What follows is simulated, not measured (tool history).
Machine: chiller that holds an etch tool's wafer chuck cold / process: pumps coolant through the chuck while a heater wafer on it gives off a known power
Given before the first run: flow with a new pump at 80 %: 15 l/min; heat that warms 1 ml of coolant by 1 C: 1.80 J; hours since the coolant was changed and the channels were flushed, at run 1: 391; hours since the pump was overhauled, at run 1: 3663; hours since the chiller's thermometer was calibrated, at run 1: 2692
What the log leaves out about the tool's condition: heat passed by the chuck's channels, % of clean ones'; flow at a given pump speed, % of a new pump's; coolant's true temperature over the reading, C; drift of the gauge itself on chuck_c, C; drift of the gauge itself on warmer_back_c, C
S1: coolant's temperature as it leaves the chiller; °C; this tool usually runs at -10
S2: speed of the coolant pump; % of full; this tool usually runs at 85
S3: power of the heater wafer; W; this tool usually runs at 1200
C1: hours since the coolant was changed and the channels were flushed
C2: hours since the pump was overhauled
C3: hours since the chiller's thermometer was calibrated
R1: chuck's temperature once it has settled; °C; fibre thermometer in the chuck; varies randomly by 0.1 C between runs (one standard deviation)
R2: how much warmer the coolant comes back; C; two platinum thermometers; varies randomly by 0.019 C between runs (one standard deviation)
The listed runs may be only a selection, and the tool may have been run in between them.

run,hour,S1,S2,S3,C1,C2,C3,R1,R2
1,0.0,-10,85,1200,391,3663,2692,3.4,2.66
2,103.6,-10,85,1200,495,3767,2796,3.3,2.70
3,206.1,-10,85,785,597,3869,2898,-1.2,1.76
4,280.6,-3,85,785,672,3944,2973,6.1,1.78
5,389.4,-3,85,785,780,4053,3082,6.0,1.75
6,484.7,-10,85,622,876,4148,3177,-2.7,1.40
7,602.7,-10,66,1200,994,4266,3295,6.9,3.55
8,727.0,-10,66,1200,1118,4390,3419,7.0,3.54
9,816.3,-10,73,1200,1207,4480,3509,5.7,3.23
10,943.0,-10,73,1200,1334,4606,3635,5.9,3.19
11,1037.5,-10,87,1200,1428,4701,3730,3.7,2.66
12,1106.9,-10,87,1200,1498,4770,3799,3.8,2.68
13,1162.7,-10,87,1200,1554,4826,3855,3.7,2.67
14,1217.7,-10,96,1200,1609,4881,3910,2.8,2.41
15,1312.4,-10,96,1200,1703,4976,4005,3.0,2.42
16,1398.7,-10,96,1200,1790,5062,4091,3.0,2.42
17,1498.8,-1,100,1014,1890,5162,4191,9.7,1.96
18,1575.2,-15,99,1676,1966,5238,4267,2.6,3.31
19,1683.7,-15,99,1676,2075,5347,4376,2.4,3.30
# hour 1731.6: chiller's thermometer calibrated
20,1765.8,-15,99,1676,2156,5428,34,2.2,3.30
21,1877.9,-10,89,1210,2268,5540,146,3.9,2.65
22,1955.9,-10,70,1302,2346,5618,224,8.1,3.71
23,2050.2,-10,70,1302,2440,5712,319,8.0,3.70

The next listed run, before its measurement:
24,2145.3,-10,70,1302,2535,5808,414,?,?

{"run 24": {"R1": 8.1, "R2": 3.71}}
With the hidden condition absent and the run-to-run variation left alone, this run would have shown R1 5.6 °C, R2 3.32 C.

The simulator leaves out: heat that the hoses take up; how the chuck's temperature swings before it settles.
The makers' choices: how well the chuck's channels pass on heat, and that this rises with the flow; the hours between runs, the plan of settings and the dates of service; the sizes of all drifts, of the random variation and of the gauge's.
